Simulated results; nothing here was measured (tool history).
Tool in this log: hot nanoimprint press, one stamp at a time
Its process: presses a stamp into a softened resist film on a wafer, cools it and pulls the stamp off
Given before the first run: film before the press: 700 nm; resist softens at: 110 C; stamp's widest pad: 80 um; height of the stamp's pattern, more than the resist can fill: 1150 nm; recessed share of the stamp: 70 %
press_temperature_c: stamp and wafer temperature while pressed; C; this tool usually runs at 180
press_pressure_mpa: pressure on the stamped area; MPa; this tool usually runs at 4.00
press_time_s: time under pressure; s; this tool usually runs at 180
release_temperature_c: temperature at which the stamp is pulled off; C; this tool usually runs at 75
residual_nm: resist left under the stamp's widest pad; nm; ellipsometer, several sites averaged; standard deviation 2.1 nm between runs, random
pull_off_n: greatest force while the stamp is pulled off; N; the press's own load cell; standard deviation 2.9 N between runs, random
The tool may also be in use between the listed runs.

run,hour,press_temperature_c,press_pressure_mpa,press_time_s,release_temperature_c,residual_nm,pull_off_n
1,0.0,180,4.00,180,75,335.9,169
2,25.7,180,4.00,180,75,334.7,162
3,76.1,180,4.00,180,75,340.8,175
# hour 117.4: stamp cleaned and given a new release coat
4,134.0,180,4.00,268,75,300.2,142
5,183.4,180,4.00,268,75,304.5,148
6,225.6,180,4.00,268,75,306.7,155
7,277.3,180,4.00,184,75,346.6,164
8,327.5,180,4.00,180,75,352.1,179
9,354.5,180,4.00,180,75,352.6,184
# hour 382.5: stamp cleaned and given a new release coat
10,406.0,180,2.94,180,75,416.7,139
11,459.9,180,4.00,180,67,356.3,168
12,494.9,180,4.00,180,67,352.7,172
13,530.5,180,4.00,180,67,360.4,172
14,566.8,180,4.00,180,67,363.3,189
15,626.6,180,5.81,180,67,297.0,188
# hour 649.3: stamp cleaned and given a new release coat
16,690.8,190,3.72,136,72,282.9,145
# hour 701.8: press's hydraulic seals changed and the load cell set to zero
17,731.8,180,4.00,116,78,414.1,143
18,785.4,180,4.00,116,78,414.5,155
# hour 846.9: plate thermocouple calibrated
19,850.4,180,4.68,143,66,337.1,185
20,899.3,172,4.68,118,66,485.4,203
# hour 924.2: stamp cleaned and given a new release coat
21,959.7,184,2.47,118,66,427.2,161
22,1008.9,175,4.00,180,75,423.5,152
23,1049.8,175,4.00,180,75,426.0,160
24,1095.4,190,4.00,180,63,235.9,191
25,1132.9,173,2.83,209,64,516.8,202
# hour 1189.2: stamp cleaned and given a new release coat
26,1193.4,173,2.83,209,64,523.1,147
27,1250.7,173,2.83,209,64,516.3,160
28,1309.5,173,2.83,209,64,523.8,175
29,1367.2,173,2.83,209,73,525.8,170

4 options for the next run, each taken on its own from the tool as it stands now. Forecast them:
A,1395.0,173,2.83,218,73,?,?
B,1395.0,180,2.61,180,75,?,?
C,1395.0,173,2.83,209,72,?,?
D,1395.0,180,3.22,180,75,?,?

run,residual_nm,pull_off_n
A,531.9,178
B,452.7,179
C,523.7,178
D,405.7,175
Had the tool no hidden state, the same runs would have come out as:
run,residual_nm,pull_off_n
A,502.1,137
B,424.4,138
C,494.8,137
D,377.3,134
